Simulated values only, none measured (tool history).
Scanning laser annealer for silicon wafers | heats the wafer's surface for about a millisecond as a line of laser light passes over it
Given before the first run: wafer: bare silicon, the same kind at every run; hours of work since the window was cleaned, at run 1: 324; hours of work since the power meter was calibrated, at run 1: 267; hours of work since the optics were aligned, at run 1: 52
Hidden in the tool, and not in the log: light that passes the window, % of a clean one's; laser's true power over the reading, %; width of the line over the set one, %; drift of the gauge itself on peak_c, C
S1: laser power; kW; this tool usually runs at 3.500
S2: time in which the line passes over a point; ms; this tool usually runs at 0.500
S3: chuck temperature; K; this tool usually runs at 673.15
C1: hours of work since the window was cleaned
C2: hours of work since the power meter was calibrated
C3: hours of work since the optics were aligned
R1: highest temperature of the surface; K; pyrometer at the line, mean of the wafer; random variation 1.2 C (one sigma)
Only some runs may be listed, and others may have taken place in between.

run     day     S1     S2      S3   C1   C2   C3       R1
  1   0.000  3.500  0.500  673.15  324  267   52  1478.15
  2   0.408  3.500  0.500  673.15  331  275   60  1478.15
  3   0.821  3.500  0.500  688.15  339  283   68  1490.15
  4   1.071  3.500  0.500  673.15  344  287   72  1478.15
  5   1.292  3.500  0.500  673.15  348  292   77  1477.15
  6   1.592  3.500  0.500  673.15  354  297   82  1477.15
  7   2.004  3.500  0.500  673.15  361  305   90  1476.15
  8   2.221  3.500  0.500  673.15  366  309   94  1476.15
  9   2.617  3.500  0.500  654.15  373  316  102  1458.15
 10   2.804  3.500  0.500  654.15  377  320  105  1456.15
 11   3.008  3.500  0.500  654.15  380  324  109  1460.15
 12   3.267  3.500  0.500  654.15  385  329  114  1456.15
 13   3.604  3.500  0.500  701.15  392  335  120  1505.15
 14   3.862  3.500  0.500  701.15  396  340  125  1502.15
 15   4.150  3.500  0.500  701.15  402  345  131  1501.15
 16   4.442  3.500  0.500  701.15  407  351  136  1502.15
 17   4.867  3.500  0.500  701.15  415  359  144  1503.15
 18   5.242  3.349  0.500  701.15  423  366  151  1457.15
 19   5.638  3.500  0.500  682.15  430  373  159  1481.15
 20   6.004  3.500  0.500  682.15  437  380  165  1483.15
 21   6.388  3.500  0.500  682.15  444  388  173  1482.15
 22   6.621  3.328  0.578  704.15  449  392  177  1505.15
 23   6.804  3.175  0.391  641.15  452  395  181  1275.15
 24   7.208  3.175  0.391  641.15  460  403  188  1272.15
 25   7.588  3.518  0.500  709.15  467  410  195  1514.15
 26   7.771  3.518  0.500  709.15  470  414  199  1511.15
 27   7.954  3.518  0.581  699.15  474  417  202  1556.15
 28   8.221  3.500  0.442  687.15  479  422  207  1440.15
 29   8.612  3.418  0.375  687.15  486  430  215  1364.15
 30   8.804  3.418  0.375  687.15  490  433  218  1366.15
 31   9.229  3.418  0.448  687.15  498  441  226  1426.15
 32   9.558  3.758  0.448  687.15  504  447  233  1516.15
 33   9.858  3.758  0.448  687.15  510  453  238  1516.15
 34  10.267  3.758  0.448  687.15  517  461  246  1516.15
 35  10.517  3.500  0.500  649.15  522  465  251  1446.15
     10.925  -- window over the wafer cleaned
 36  10.954  3.500  0.500  649.15    1  472  257  1471.15
 37  11.392  3.775  0.420  673.15    9  480  266  1510.15
 38  11.742  3.446  0.573  678.15   15  487  272  1536.15
 39  11.975  3.754  0.500  683.15   20  491  277  1581.15
 40  12.300  3.754  0.500  683.15   26  498  283  1578.15
 41  12.717  3.500  0.500  693.15   34  505  291  1514.15

Measured result minus the same run's result without the hidden state. Both carry the same run-to-run variation, though not necessarily the same gauge scatter:
run      R1
  1  -20.00
  2  -20.00
  3  -21.00
  4  -21.00
  5  -21.00
  6  -21.00
  7  -22.00
  8  -22.00
  9  -23.00
 10  -23.00
 11  -22.00
 12  -22.00
 13  -23.00
 14  -24.00
 15  -24.00
 16  -24.00
 17  -24.00
 18  -23.00
 19  -25.00
 20  -26.00
 21  -26.00
 22  -26.00
 23  -21.00
 24  -21.00
 25  -28.00
 26  -27.00
 27  -30.00
 28  -26.00
 29  -24.00
 30  -24.00
 31  -26.00
 32  -30.00
 33  -31.00
 34  -30.00
 35  -30.00
 36   -1.00
 37   -1.00
 38   -2.00
 39   -2.00
 40   -2.00
 41   -3.00

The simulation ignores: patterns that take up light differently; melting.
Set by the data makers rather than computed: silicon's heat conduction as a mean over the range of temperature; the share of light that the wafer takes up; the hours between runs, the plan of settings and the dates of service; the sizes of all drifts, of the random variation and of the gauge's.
